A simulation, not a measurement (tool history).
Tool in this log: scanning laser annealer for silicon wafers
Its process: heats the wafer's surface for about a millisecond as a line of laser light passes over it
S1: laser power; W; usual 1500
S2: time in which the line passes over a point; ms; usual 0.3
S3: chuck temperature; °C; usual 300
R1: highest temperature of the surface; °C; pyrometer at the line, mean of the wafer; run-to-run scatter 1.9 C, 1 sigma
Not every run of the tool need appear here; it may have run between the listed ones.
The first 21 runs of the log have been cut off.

run	hour	S1	S2	S3	R1
22	152.8	1578	0.3	300	1179
23	158.5	1500	0.3	271	1111
24	167.7	1500	0.3	271	1112
25	173.6	1387	0.3	271	1052
26	180.5	1387	0.3	271	1056
27	189.6	1387	0.3	271	1057
28	198.7	1324	0.37	271	1116
29	204.4	1500	0.255	305	1076
30	211.4	1447	0.284	325	1115
31	218.1	1447	0.284	325	1114
32	224.5	1593	0.276	335	1181
33	229.5	1431	0.3	275	1083

Here are 4 independent what-if runs from the current tool condition. What would each one return?
A	238	1543	0.224	336	?
B	238	1498	0.354	300	?
C	238	1520	0.3	314	?
D	238	1365	0.364	338	?

run	R1
A	1067
B	1221
C	1164
D	1201
Without the tool's hidden state the same runs would have given:
run	R1
A	1073
B	1229
C	1171
D	1208

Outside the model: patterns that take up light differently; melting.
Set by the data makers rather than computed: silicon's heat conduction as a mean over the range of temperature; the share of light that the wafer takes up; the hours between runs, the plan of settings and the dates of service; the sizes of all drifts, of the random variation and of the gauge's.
